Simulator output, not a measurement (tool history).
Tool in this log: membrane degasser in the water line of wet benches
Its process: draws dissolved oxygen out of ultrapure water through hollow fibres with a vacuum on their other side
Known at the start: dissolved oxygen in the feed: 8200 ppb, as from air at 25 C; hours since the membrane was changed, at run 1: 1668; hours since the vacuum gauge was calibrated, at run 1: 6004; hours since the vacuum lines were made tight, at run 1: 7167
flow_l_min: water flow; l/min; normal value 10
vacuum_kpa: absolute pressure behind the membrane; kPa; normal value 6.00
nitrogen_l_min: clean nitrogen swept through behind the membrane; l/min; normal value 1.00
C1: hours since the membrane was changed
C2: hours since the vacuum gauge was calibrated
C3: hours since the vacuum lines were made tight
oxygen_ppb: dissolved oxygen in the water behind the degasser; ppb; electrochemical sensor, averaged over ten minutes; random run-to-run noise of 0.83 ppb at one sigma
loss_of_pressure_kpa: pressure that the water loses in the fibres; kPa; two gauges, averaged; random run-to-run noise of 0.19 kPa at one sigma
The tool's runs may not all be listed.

run 1 hour=0.0 | flow_l_min=10 vacuum_kpa=6.00 nitrogen_l_min=1.00 | C1=1668 C2=6004 C3=7167 | oxygen_ppb=89.7 loss_of_pressure_kpa=56.82
run 2 hour=30.3 | flow_l_min=10 vacuum_kpa=6.00 nitrogen_l_min=1.00 | C1=1698 C2=6034 C3=7198 | oxygen_ppb=91.3 loss_of_pressure_kpa=56.77
run 3 hour=72.4 | flow_l_min=10 vacuum_kpa=6.00 nitrogen_l_min=1.00 | C1=1740 C2=6076 C3=7240 | oxygen_ppb=91.1 loss_of_pressure_kpa=56.72
run 4 hour=107.0 | flow_l_min=10 vacuum_kpa=6.00 nitrogen_l_min=1.00 | C1=1775 C2=6111 C3=7274 | oxygen_ppb=91.1 loss_of_pressure_kpa=56.50
run 5 hour=158.3 | flow_l_min=10 vacuum_kpa=6.00 nitrogen_l_min=1.00 | C1=1826 C2=6162 C3=7326 | oxygen_ppb=89.5 loss_of_pressure_kpa=56.96
run 6 hour=205.6 | flow_l_min=10 vacuum_kpa=6.00 nitrogen_l_min=1.00 | C1=1873 C2=6210 C3=7373 | oxygen_ppb=90.3 loss_of_pressure_kpa=56.83
run 7 hour=247.3 | flow_l_min=10 vacuum_kpa=9.51 nitrogen_l_min=1.00 | C1=1915 C2=6251 C3=7415 | oxygen_ppb=179.4 loss_of_pressure_kpa=56.81
run 8 hour=306.3 | flow_l_min=10 vacuum_kpa=9.51 nitrogen_l_min=1.00 | C1=1974 C2=6310 C3=7474 | oxygen_ppb=176.4 loss_of_pressure_kpa=56.74
run 9 hour=340.4 | flow_l_min=10 vacuum_kpa=9.51 nitrogen_l_min=1.00 | C1=2008 C2=6344 C3=7508 | oxygen_ppb=175.7 loss_of_pressure_kpa=56.99
run 10 hour=368.8 | flow_l_min=10 vacuum_kpa=6.00 nitrogen_l_min=1.00 | C1=2037 C2=6373 C3=7536 | oxygen_ppb=90.8 loss_of_pressure_kpa=56.66
-- hour=383.1 seals of the vacuum lines changed
run 11 hour=424.1 | flow_l_min=10 vacuum_kpa=6.00 nitrogen_l_min=1.00 | C1=2090 C2=6426 C3=41 | oxygen_ppb=87.7 loss_of_pressure_kpa=56.87
run 12 hour=471.7 | flow_l_min=10 vacuum_kpa=6.00 nitrogen_l_min=1.00 | C1=2138 C2=6474 C3=89 | oxygen_ppb=88.5 loss_of_pressure_kpa=56.78
run 13 hour=521.6 | flow_l_min=10 vacuum_kpa=6.00 nitrogen_l_min=1.00 | C1=2187 C2=6524 C3=138 | oxygen_ppb=87.4 loss_of_pressure_kpa=56.96
run 14 hour=576.7 | flow_l_min=8 vacuum_kpa=6.00 nitrogen_l_min=1.00 | C1=2243 C2=6579 C3=194 | oxygen_ppb=67.2 loss_of_pressure_kpa=45.59
run 15 hour=608.8 | flow_l_min=10 vacuum_kpa=6.00 nitrogen_l_min=1.00 | C1=2275 C2=6611 C3=226 | oxygen_ppb=88.6 loss_of_pressure_kpa=57.06
run 16 hour=659.0 | flow_l_min=10 vacuum_kpa=3.75 nitrogen_l_min=1.00 | C1=2325 C2=6661 C3=276 | oxygen_ppb=35.2 loss_of_pressure_kpa=57.01
run 17 hour=720.4 | flow_l_min=8 vacuum_kpa=3.75 nitrogen_l_min=0.88 | C1=2386 C2=6723 C3=337 | oxygen_ppb=25.9 loss_of_pressure_kpa=45.37
run 18 hour=778.6 | flow_l_min=11 vacuum_kpa=4.47 nitrogen_l_min=1.00 | C1=2444 C2=6781 C3=396 | oxygen_ppb=61.2 loss_of_pressure_kpa=62.46
run 19 hour=822.8 | flow_l_min=10 vacuum_kpa=4.47 nitrogen_l_min=1.11 | C1=2489 C2=6825 C3=440 | oxygen_ppb=49.0 loss_of_pressure_kpa=57.11
run 20 hour=849.9 | flow_l_min=10 vacuum_kpa=4.47 nitrogen_l_min=1.11 | C1=2516 C2=6852 C3=467 | oxygen_ppb=48.8 loss_of_pressure_kpa=57.04
run 21 hour=895.5 | flow_l_min=10 vacuum_kpa=4.37 nitrogen_l_min=0.53 | C1=2561 C2=6898 C3=512 | oxygen_ppb=78.2 loss_of_pressure_kpa=56.91
run 22 hour=944.2 | flow_l_min=10 vacuum_kpa=4.37 nitrogen_l_min=1.06 | C1=2610 C2=6946 C3=561 | oxygen_ppb=48.9 loss_of_pressure_kpa=56.71
run 23 hour=975.1 | flow_l_min=10 vacuum_kpa=4.37 nitrogen_l_min=1.06 | C1=2641 C2=6977 C3=592 | oxygen_ppb=48.3 loss_of_pressure_kpa=56.56
run 24 hour=1033.8 | flow_l_min=10 vacuum_kpa=4.37 nitrogen_l_min=1.06 | C1=2700 C2=7036 C3=651 | oxygen_ppb=48.4 loss_of_pressure_kpa=57.05
run 25 hour=1081.2 | flow_l_min=10 vacuum_kpa=4.37 nitrogen_l_min=1.06 | C1=2747 C2=7083 C3=698 | oxygen_ppb=49.4 loss_of_pressure_kpa=57.18
run 26 hour=1116.5 | flow_l_min=12 vacuum_kpa=4.37 nitrogen_l_min=1.06 | C1=2782 C2=7119 C3=733 | oxygen_ppb=66.2 loss_of_pressure_kpa=68.43
run 27 hour=1171.1 | flow_l_min=10 vacuum_kpa=6.00 nitrogen_l_min=1.18 | C1=2837 C2=7173 C3=788 | oxygen_ppb=79.1 loss_of_pressure_kpa=56.76
run 28 hour=1203.2 | flow_l_min=10 vacuum_kpa=6.00 nitrogen_l_min=1.18 | C1=2869 C2=7205 C3=820 | oxygen_ppb=79.8 loss_of_pressure_kpa=57.18
run 29 hour=1233.5 | flow_l_min=10 vacuum_kpa=5.04 nitrogen_l_min=0.69 | C1=2899 C2=7236 C3=850 | oxygen_ppb=88.9 loss_of_pressure_kpa=57.11
run 30 hour=1263.2 | flow_l_min=10 vacuum_kpa=12.47 nitrogen_l_min=1.13 | C1=2929 C2=7265 C3=880 | oxygen_ppb=213.8 loss_of_pressure_kpa=56.75
run 31 hour=1314.7 | flow_l_min=10 vacuum_kpa=14.37 nitrogen_l_min=1.79 | C1=2980 C2=7317 C3=932 | oxygen_ppb=170.1 loss_of_pressure_kpa=56.89
run 32 hour=1376.1 | flow_l_min=6 vacuum_kpa=3.78 nitrogen_l_min=1.00 | C1=3042 C2=7378 C3=993 | oxygen_ppb=16.8 loss_of_pressure_kpa=34.27

Selected run-to-run steps in oxygen_ppb, each split into two signed amounts: the part the tool would show with no hidden state at all (from settings, incoming material and random variation), and the remainder, which goes to the hidden state together with any gauge scatter not common to the measured and the hidden-state-free results:
The tool's hidden condition here consists of: membrane still open, %; true pressure behind the membrane over the reading, kPa; air that leaks in behind the membrane, l/min; drift of the gauge itself on oxygen_ppb, %; drift of the gauge itself on loss_of_pressure_kpa, %.
Run 6 -> 7: vacuum_kpa 6.00 -> 9.51. oxygen_ppb +89.1 ppb: hidden state +4.5, all else +84.6.
Run 20 -> 21: vacuum_kpa 4.47 -> 4.37, nitrogen_l_min 1.11 -> 0.53. oxygen_ppb +29.4 ppb: hidden state +8.3, all else +21.1.
Run 21 -> 22: nitrogen_l_min 0.53 -> 1.06. oxygen_ppb -29.3 ppb: hidden state -7.6, all else -21.7.
Run 28 -> 29: vacuum_kpa 6.00 -> 5.04, nitrogen_l_min 1.18 -> 0.69. oxygen_ppb +9.1 ppb: hidden state +5.4, all else +3.7.
Run 29 -> 30: vacuum_kpa 5.04 -> 12.47, nitrogen_l_min 0.69 -> 1.13. oxygen_ppb +124.9 ppb: hidden state -3.9, all else +128.8.
Run 31 -> 32: flow_l_min 10 -> 6, vacuum_kpa 14.37 -> 3.78, nitrogen_l_min 1.79 -> 1.00. oxygen_ppb -153.3 ppb: hidden state -2.0, all else -151.3.
